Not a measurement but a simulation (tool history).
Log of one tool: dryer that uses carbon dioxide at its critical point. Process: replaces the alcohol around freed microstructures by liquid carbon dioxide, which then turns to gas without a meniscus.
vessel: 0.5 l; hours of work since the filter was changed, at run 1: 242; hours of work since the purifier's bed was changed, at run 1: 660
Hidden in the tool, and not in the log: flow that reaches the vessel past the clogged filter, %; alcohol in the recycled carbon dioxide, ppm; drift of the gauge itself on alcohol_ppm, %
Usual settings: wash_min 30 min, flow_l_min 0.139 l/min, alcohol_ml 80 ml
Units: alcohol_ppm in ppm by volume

run	hour	wash_min	flow_l_min	alcohol_ml	hours of work since the filter was changed	hours of work since the purifier's bed was changed	alcohol_ppm
1	0.0	30	0.139	80	242	660	280
2	20.6	30	0.139	80	255	673	286
3	40.3	47	0.139	80	267	685	61
4	76.2	47	0.139	80	289	707	43
5	102.3	30	0.139	80	305	723	333
# hour 111.6: purifier's bed changed
6	143.6	30	0.139	80	328	19	323
7	176.6	30	0.139	80	348	40	347
8	215.4	30	0.139	80	371	63	393
# hour 220.5: inlet filter changed
9	258.0	30	0.139	80	23	88	125
10	294.8	30	0.139	80	45	111	131
11	317.5	30	0.139	80	59	125	137
12	361.3	30	0.139	80	86	151	153
13	393.1	30	0.139	80	105	171	165
14	423.4	30	0.139	80	123	189	159
15	461.5	26	0.139	80	146	212	434
16	500.2	26	0.139	80	170	236	479
17	535.2	26	0.139	80	191	257	494
18	574.8	26	0.139	80	215	281	526
19	610.7	30	0.130	80	237	303	384
20	635.1	30	0.139	55	252	318	183
21	668.3	42	0.225	25	272	338	24
22	690.4	42	0.121	23	286	351	40
23	734.9	44	0.141	117	313	378	38
24	771.9	30	0.139	39	335	401	174
25	802.8	41	0.109	98	354	420	293
26	832.4	41	0.109	98	372	438	322
# hour 837.6: inlet filter changed
27	877.7	22	0.089	29	24	465	1989
28	903.0	38	0.089	20	40	480	152
29	943.3	22	0.154	80	64	504	527
30	977.4	29	0.139	96	85	525	246
31	1003.7	29	0.087	64	101	541	1929
32	1039.1	42	0.106	69	123	563	126
33	1077.6	26	0.140	69	146	586	379
34	1110.8	29	0.113	80	166	606	822
35	1142.2	38	0.204	36	185	625	31
36	1166.6	23	0.139	59	200	640	760
37	1202.5	27	0.179	59	222	662	90
38	1244.3	27	0.179	59	247	687	102
39	1287.3	45	0.175	80	273	713	40

4 ways to go on from here, each from the tool as it stands after run 39. What would each give?
# hour 1310.5: purifier's bed changed
A	1319.4	33	0.103	105	291	5	?
# hour 1310.5: purifier's bed changed
B	1319.4	40	0.132	63	291	5	?
# hour 1310.5: purifier's bed changed
C	1319.4	47	0.094	80	291	5	?
# hour 1310.5: purifier's bed changed
D	1319.4	28	0.196	42	291	5	?

run	alcohol_ppm
A	1235
B	47
C	217
D	25
Without the tool's hidden state the same runs would have given:
run	alcohol_ppm
A	548
B	16
C	83
D	10

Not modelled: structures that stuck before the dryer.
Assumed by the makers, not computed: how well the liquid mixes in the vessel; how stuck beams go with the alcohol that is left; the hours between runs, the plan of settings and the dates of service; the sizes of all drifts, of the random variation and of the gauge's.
